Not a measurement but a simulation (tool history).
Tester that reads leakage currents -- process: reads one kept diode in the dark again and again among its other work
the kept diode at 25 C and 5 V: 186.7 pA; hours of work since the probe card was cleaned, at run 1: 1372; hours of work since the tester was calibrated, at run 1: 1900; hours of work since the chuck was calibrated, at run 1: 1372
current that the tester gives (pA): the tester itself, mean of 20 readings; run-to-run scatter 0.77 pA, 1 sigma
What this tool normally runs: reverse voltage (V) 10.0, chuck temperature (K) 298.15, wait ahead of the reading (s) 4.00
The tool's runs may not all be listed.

run,day,reverse voltage (V),chuck temperature (K),wait ahead of the reading (s),hours of work since the probe card was cleaned,hours of work since the tester was calibrated,hours of work since the chuck was calibrated,current that the tester gives (pA)
1,0.000,10.0,298.15,4.00,1372,1900,1372,304.32
2,2.883,10.0,298.15,4.00,1414,1942,1414,304.42
3,6.108,4.9,298.15,4.00,1460,1988,1460,218.58
4,9.675,10.0,298.15,1.11,1511,2040,1511,309.60
5,11.408,10.0,298.15,4.00,1536,2065,1536,309.30
# day 14.212: probe card cleaned and baked
6,14.812,10.0,298.15,4.00,9,2112,1584,287.87
7,16.938,10.0,295.15,4.00,39,2142,1614,234.36
8,19.958,10.0,295.15,4.00,83,2186,1658,233.35
9,23.675,10.0,295.15,4.00,136,2239,1711,236.55
10,25.775,10.0,295.15,4.00,167,2270,1742,238.29
11,28.079,10.0,298.15,4.00,200,2303,1775,296.75
12,30.612,10.0,298.15,4.00,236,2339,1811,298.72
13,32.654,10.0,298.15,4.00,266,2369,1841,298.60
14,36.038,10.0,298.15,4.00,314,2418,1889,302.25
15,39.821,10.0,298.15,4.00,369,2472,1944,300.65
16,42.583,10.0,298.15,4.00,409,2512,1984,303.51
17,44.400,10.0,298.15,4.00,435,2538,2010,306.12
# day 47.450: chuck's temperature calibrated
18,47.500,10.0,298.15,4.00,478,2581,1,267.24
19,50.621,10.0,298.15,4.00,523,2626,46,268.28
20,53.329,10.0,298.15,4.00,562,2665,85,270.52
21,55.483,10.0,298.15,0.85,593,2696,116,271.23
22,57.204,10.0,298.15,0.85,618,2721,141,274.42
23,60.171,10.0,316.15,5.58,661,2764,183,901.82
24,61.796,1.3,297.15,4.64,684,2787,207,98.39
25,64.312,10.0,321.15,4.00,721,2824,243,1240.82
26,66.233,6.3,325.15,5.80,748,2851,271,1282.89
27,69.896,6.7,325.15,5.80,801,2904,323,1326.40
28,72.225,10.0,317.15,4.00,834,2938,357,974.94
29,75.529,1.4,309.15,4.00,882,2985,405,237.52
30,79.079,3.4,298.15,0.74,933,3036,456,170.88
31,81.400,10.3,328.15,0.99,967,3070,489,1952.84
32,83.688,10.3,328.15,0.99,1000,3103,522,1955.28
33,87.138,1.3,319.15,0.99,1049,3152,572,442.17
34,89.504,1.3,319.15,0.99,1083,3187,606,446.04
35,91.879,10.0,302.15,4.00,1118,3221,640,380.57
36,95.117,3.3,331.15,2.22,1164,3267,687,1406.93
37,98.525,4.5,311.15,4.00,1213,3317,736,478.53
38,100.867,8.2,321.15,3.79,1247,3350,770,1179.09
39,103.450,6.8,315.15,2.28,1284,3387,807,751.30

Alternative continuations, all from the tool just after run 39; predict every row:
A,106.804,10.0,309.15,4.00,1333,3436,855,?
B,106.804,2.1,315.15,2.28,1333,3436,855,?
C,106.804,7.2,306.15,2.07,1333,3436,855,?

run,current that the tester gives (pA)
A,611.30
B,439.41
C,434.44
What these runs would have given with no unlogged condition in the tool:
run,current that the tester gives (pA)
A,546.39
B,403.54
C,387.52
